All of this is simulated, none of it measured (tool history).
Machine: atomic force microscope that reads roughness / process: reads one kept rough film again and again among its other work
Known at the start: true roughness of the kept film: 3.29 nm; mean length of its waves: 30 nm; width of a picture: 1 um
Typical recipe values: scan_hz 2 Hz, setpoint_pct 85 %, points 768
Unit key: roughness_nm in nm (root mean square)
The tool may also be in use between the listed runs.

Run 1, hour 0: usual settings. Result: roughness_nm 2.404 nm (root mean square).
Run 2, hour 22.2: usual settings. Result: roughness_nm 2.406 nm (root mean square).
At hour 43.4: new tip fitted.
Run 3, hour 57: usual settings. Result: roughness_nm 2.398 nm (root mean square).
Run 4, hour 82.7: usual settings but setpoint_pct 83 %. Result: roughness_nm 2.435 nm (root mean square).
At hour 107.4: new tip fitted.
Run 5, hour 111.2: usual settings. Result: roughness_nm 2.38 nm (root mean square).
Run 6, hour 134.1: usual settings. Result: roughness_nm 2.389 nm (root mean square).
At hour 174.1: new tip fitted.
Run 7, hour 175.1: usual settings but points 581. Result: roughness_nm 2.405 nm (root mean square).
Run 8, hour 222.5: usual settings but points 305. Result: roughness_nm 2.372 nm (root mean square).
At hour 237.7: new tip fitted.
Run 9, hour 255.5: usual settings but points 440. Result: roughness_nm 2.38 nm (root mean square).
Run 10, hour 292: usual settings but points 440. Result: roughness_nm 2.393 nm (root mean square).
At hour 304: new tip fitted.
Run 11, hour 319: usual settings but points 440. Result: roughness_nm 2.384 nm (root mean square).
At hour 369.8: new tip fitted.
Run 12, hour 369.8: usual settings but points 440. Result: roughness_nm 2.401 nm (root mean square).
Run 13, hour 393: usual settings but points 440. Result: roughness_nm 2.38 nm (root mean square).
Run 14, hour 432.8: usual settings but points 440. Result: roughness_nm 2.378 nm (root mean square).
At hour 436.4: new tip fitted.
Run 15, hour 466.4: usual settings but points 440. Result: roughness_nm 2.38 nm (root mean square).
At hour 501.2: new tip fitted.
Run 16, hour 510: usual settings. Result: roughness_nm 2.395 nm (root mean square).
Run 17, hour 548.6: usual settings. Result: roughness_nm 2.386 nm (root mean square).
At hour 567.4: new tip fitted.
Run 18, hour 592.3: usual settings but scan_hz 1.08 Hz. Result: roughness_nm 2.65 nm (root mean square).
Run 19, hour 614.8: usual settings but scan_hz 1.08 Hz. Result: roughness_nm 2.679 nm (root mean square).
At hour 634.8: new tip fitted.
Run 20, hour 655.3: usual settings. Result: roughness_nm 2.397 nm (root mean square).
At hour 698.7: new tip fitted.
Run 21, hour 698.7: usual settings. Result: roughness_nm 2.393 nm (root mean square).
Run 22, hour 729.6: usual settings. Result: roughness_nm 2.381 nm (root mean square).
Run 23, hour 750.4: usual settings. Result: roughness_nm 2.401 nm (root mean square).
At hour 763.5: new tip fitted.
Run 24, hour 773.3: usual settings. Result: roughness_nm 2.402 nm (root mean square).
Run 25, hour 805.1: usual settings. Result: roughness_nm 2.392 nm (root mean square).
At hour 830.2: new tip fitted.
Run 26, hour 848: usual settings but scan_hz 2.67 Hz, points 353. Result: roughness_nm 2.213 nm (root mean square).
Run 27, hour 869: usual settings but scan_hz 1.03 Hz. Result: roughness_nm 2.689 nm (root mean square).
At hour 897.6: new tip fitted.
Run 28, hour 914: usual settings but setpoint_pct 56 %, points 329. Result: roughness_nm 2.887 nm (root mean square).
Run 29, hour 944.9: usual settings but scan_hz 2.37 Hz, setpoint_pct 56 %, points 915. Result: roughness_nm 2.872 nm (root mean square).
At hour 962: new tip fitted.
Run 30, hour 973.3: usual settings but scan_hz 0.98 Hz, setpoint_pct 82 %, points 890. Result: roughness_nm 2.715 nm (root mean square).
Run 31, hour 1013.2: usual settings but scan_hz 0.98 Hz, setpoint_pct 82 %, points 890. Result: roughness_nm 2.726 nm (root mean square).
At hour 1028.4: new tip fitted.
Run 32, hour 1039.4: usual settings but scan_hz 1.6 Hz, setpoint_pct 82 %. Result: roughness_nm 2.579 nm (root mean square).
Run 33, hour 1071.9: usual settings but scan_hz 1.6 Hz, setpoint_pct 82 %. Result: roughness_nm 2.572 nm (root mean square).
At hour 1092.2: new tip fitted.
Run 34, hour 1120.1: usual settings but scan_hz 1.6 Hz, setpoint_pct 82 %. Result: roughness_nm 2.56 nm (root mean square).
Run 35, hour 1151.2: usual settings but scan_hz 1.6 Hz, setpoint_pct 82 %. Result: roughness_nm 2.559 nm (root mean square).
At hour 1159.7: new tip fitted.
Run 36, hour 1195.8: usual settings but scan_hz 1.6 Hz, setpoint_pct 82 %, points 576. Result: roughness_nm 2.562 nm (root mean square).
At hour 1227: new tip fitted.
Run 37, hour 1244.1: usual settings but scan_hz 1.6 Hz, setpoint_pct 82 %, points 576. Result: roughness_nm 2.556 nm (root mean square).
At hour 1292.6: new tip fitted.
Run 38, hour 1292.8: usual settings but scan_hz 1.6 Hz, setpoint_pct 82 %, points 576. Result: roughness_nm 2.538 nm (root mean square).
Run 39, hour 1330.7: usual settings but scan_hz 1.6 Hz, setpoint_pct 82 %, points 576. Result: roughness_nm 2.56 nm (root mean square).
At hour 1357.1: new tip fitted.
Run 40, hour 1377.2: usual settings but scan_hz 3.42 Hz, setpoint_pct 80 %, points 688. Result: roughness_nm 2.204 nm (root mean square).
Run 41, hour 1415.5: usual settings but scan_hz 3.3 Hz, setpoint_pct 68 %, points 688. Result: roughness_nm 2.583 nm (root mean square).
At hour 1421.5: new tip fitted.
Run 42, hour 1446.7: usual settings but scan_hz 0.84 Hz, setpoint_pct 88 %, points 265. Result: roughness_nm 2.654 nm (root mean square).
Run 43, hour 1476.6: usual settings but scan_hz 0.84 Hz, setpoint_pct 88 %, points 265. Result: roughness_nm 2.652 nm (root mean square).
At hour 1486.2: new tip fitted.
Run 44, hour 1525: usual settings but scan_hz 0.65 Hz, setpoint_pct 63 %, points 265. Result: roughness_nm 2.935 nm (root mean square).
At hour 1553.5: new tip fitted.
Run 45, hour 1567.7: usual settings but scan_hz 0.65 Hz, setpoint_pct 63 %, points 265. Result: roughness_nm 2.944 nm (root mean square).
Run 46, hour 1593.5: usual settings but scan_hz 0.65 Hz, setpoint_pct 63 %, points 265. Result: roughness_nm 2.938 nm (root mean square).
At hour 1619: new tip fitted.
Run 47, hour 1637.1: usual settings but scan_hz 0.65 Hz, setpoint_pct 63 %, points 265. Result: roughness_nm 2.947 nm (root mean square).
Run 48, hour 1674.7: usual settings but points 832. Result: roughness_nm 2.376 nm (root mean square).
At hour 1682.8: new tip fitted.
Run 49, hour 1722.9: usual settings but setpoint_pct 71 %, points 700. Result: roughness_nm 2.696 nm (root mean square).
At hour 1749.4: new tip fitted.
Run 50, hour 1765.2: usual settings but scan_hz 1.34 Hz, setpoint_pct 61 %, points 700. Result: roughness_nm 2.924 nm (root mean square).

Below are 4 alternative next runs, each starting from the tool's condition after run 50. Predict each:
Run A, hour 1806.3: usual settings but scan_hz 0.59 Hz, points 307. Result: roughness_nm ?.
Run B, hour 1806.3: usual settings but scan_hz 0.9 Hz. Result: roughness_nm ?.
Run C, hour 1806.3: usual settings but scan_hz 1.34 Hz, setpoint_pct 67 %, points 700. Result: roughness_nm ?.
Run D, hour 1806.3: usual settings but scan_hz 1.31 Hz, setpoint_pct 75 %, points 480. Result: roughness_nm ?.

run  roughness_nm
  A         2.807
  B          2.71
  C         2.853
  D         2.756
Without the tool's hidden state the same runs would have given:
run  roughness_nm
  A         2.812
  B         2.716
  C         2.859
  D         2.761
